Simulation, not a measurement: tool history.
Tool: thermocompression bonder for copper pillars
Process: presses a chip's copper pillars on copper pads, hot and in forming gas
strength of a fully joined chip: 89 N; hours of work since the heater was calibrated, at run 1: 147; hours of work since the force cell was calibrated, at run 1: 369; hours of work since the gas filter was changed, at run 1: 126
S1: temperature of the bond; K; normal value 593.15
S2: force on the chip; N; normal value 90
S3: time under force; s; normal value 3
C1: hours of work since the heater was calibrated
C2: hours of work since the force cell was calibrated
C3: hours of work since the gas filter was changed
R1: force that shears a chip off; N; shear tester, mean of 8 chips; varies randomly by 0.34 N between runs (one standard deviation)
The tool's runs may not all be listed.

Run 1, hour 0.0: usual settings; C1 147; C2 369; C3 126. Result: R1 36.3 N.
Run 2, hour 23.4: usual settings but S3 2 s; C1 163; C2 385; C3 142. Result: R1 31.0 N.
Run 3, hour 39.0: usual settings but S3 2 s; C1 173; C2 396; C3 152. Result: R1 30.8 N.
Run 4, hour 61.7: usual settings but S3 4 s; C1 189; C2 411; C3 168. Result: R1 40.3 N.
Run 5, hour 76.7: usual settings but S3 4 s; C1 199; C2 422; C3 178. Result: R1 39.7 N.
Run 6, hour 88.8: usual settings but S3 4 s; C1 208; C2 430; C3 187. Result: R1 39.9 N.
Run 7, hour 101.2: usual settings but S3 4 s; C1 216; C2 439; C3 195. Result: R1 39.8 N.
Run 8, hour 117.7: usual settings but S3 4 s; C1 228; C2 450; C3 207. Result: R1 40.1 N.
Run 9, hour 144.4: usual settings; C1 246; C2 468; C3 225. Result: R1 35.8 N.
Run 10, hour 173.6: usual settings; C1 266; C2 489; C3 245. Result: R1 35.9 N.
Run 11, hour 188.9: usual settings; C1 277; C2 499; C3 256. Result: R1 35.8 N.
Run 12, hour 213.6: usual settings; C1 294; C2 516; C3 273. Result: R1 35.4 N.
Run 13, hour 233.6: usual settings but S1 617.15 K, S2 56 N, S3 7 s; C1 307; C2 530; C3 286. Result: R1 42.5 N.
Run 14, hour 258.9: usual settings but S1 617.15 K, S2 56 N, S3 7 s; C1 325; C2 547; C3 304. Result: R1 43.0 N.
Run 15, hour 278.6: usual settings but S1 617.15 K, S2 56 N, S3 7 s; C1 338; C2 561; C3 317. Result: R1 42.2 N.
Run 16, hour 297.3: usual settings but S1 622.15 K, S2 93 N, S3 6 s; C1 351; C2 574; C3 330. Result: R1 57.3 N.
Run 17, hour 309.1: usual settings but S1 622.15 K, S2 93 N, S3 6 s; C1 359; C2 582; C3 338. Result: R1 56.9 N.
At hour 322.9: forming gas filter changed.
Run 18, hour 337.4: usual settings but S3 9 s; C1 379; C2 601; C3 10. Result: R1 54.1 N.
Run 19, hour 355.8: usual settings but S2 59 N, S3 4 s; C1 391; C2 614; C3 23. Result: R1 30.0 N.
Run 20, hour 385.0: usual settings but S2 120 N, S3 2 s; C1 411; C2 634; C3 43. Result: R1 39.9 N.
Run 21, hour 404.8: usual settings but S2 120 N, S3 2 s; C1 425; C2 647; C3 56. Result: R1 39.5 N.
Run 22, hour 429.6: usual settings but S1 600.15 K, S2 72 N; C1 442; C2 665; C3 73. Result: R1 34.3 N.

Each run again, without the hidden state but with its own random variation kept:
What the log doesn't record here: true temperature of the bond over the reading, C; force that reaches the chip, % of what is set; oxide that the forming gas leaves, % of the face; drift of the gauge itself on shear_n, %.
run    R1
  1  36.6
  2  31.2
  3  31.0
  4  40.7
  5  40.2
  6  40.3
  7  40.2
  8  40.6
  9  36.2
 10  36.4
 11  36.3
 12  35.9
 13  43.3
 14  43.9
 15  43.1
 16  59.0
 17  58.6
 18  52.6
 19  28.9
 20  38.6
 21  38.3
 22  33.2
